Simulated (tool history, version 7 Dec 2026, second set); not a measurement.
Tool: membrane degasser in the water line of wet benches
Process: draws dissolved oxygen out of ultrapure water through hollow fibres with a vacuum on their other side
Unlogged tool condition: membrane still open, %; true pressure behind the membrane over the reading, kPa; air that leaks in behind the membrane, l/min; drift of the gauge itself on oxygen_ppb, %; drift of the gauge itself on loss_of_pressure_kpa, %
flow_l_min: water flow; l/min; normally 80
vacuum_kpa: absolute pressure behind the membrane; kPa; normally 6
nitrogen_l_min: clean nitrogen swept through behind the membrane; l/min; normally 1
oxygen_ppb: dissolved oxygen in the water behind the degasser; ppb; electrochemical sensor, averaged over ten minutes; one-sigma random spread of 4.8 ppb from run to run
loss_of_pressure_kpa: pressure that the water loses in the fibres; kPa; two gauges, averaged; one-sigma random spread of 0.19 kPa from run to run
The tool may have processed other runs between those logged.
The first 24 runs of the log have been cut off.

run      day  flow_l_min  vacuum_kpa  nitrogen_l_min  hours since the membrane was changed  hours since the vacuum gauge was calibrated  hours since the vacuum lines were made tight  oxygen_ppb  loss_of_pressure_kpa
 25  187.358          90        7.04            1.16                                 15054                                         3637                                           527         748                 50.07
 26  193.708          90       10.14            0.75                                 15207                                         3789                                           679      1353.8                 50.41
 27  198.842          90       10.14            0.75                                 15330                                         3912                                           802      1365.9                 49.97
     200.758  -- membrane cartridge changed
 28  206.621          77       14.43            2.35                                   141                                         4095                                           985         844                 37.57
 29  213.912          77       14.43            2.35                                   316                                         4270                                          1160       836.8                 37.57
 30  224.196         122        9.17            0.44                                   562                                         4517                                          1407      1659.8                 59.63
 31  233.296          62           6            0.47                                   781                                         4735                                          1625       607.5                 30.27
 32   243.35          62           6            0.47                                  1022                                         4977                                          1867       613.3                 30.05
 33  248.496         108        9.55            0.47                                  1146                                         5100                                          1990      1612.3                 53.25

Here are 3 independent what-if runs from the current tool condition. What would each one return?
     249.896  -- vacuum gauge calibrated
  A  255.579          51        9.55            0.79                                  1315                                          136                                          2160           ?                     ?
     249.896  -- vacuum gauge calibrated
  B  255.579          80           6            2.85                                  1315                                          136                                          2160           ?                     ?
     249.896  -- vacuum gauge calibrated
  C  255.579          61           6            1.76                                  1315                                          136                                          2160           ?                     ?

run  oxygen_ppb  loss_of_pressure_kpa
  A       723.6                 24.72
  B       291.6                  39.4
  C       264.7                 29.94
What these runs would have given with no unlogged condition in the tool:
run  oxygen_ppb  loss_of_pressure_kpa
  A       723.8                 24.45
  B       286.5                 38.97
  C       261.9                 29.62
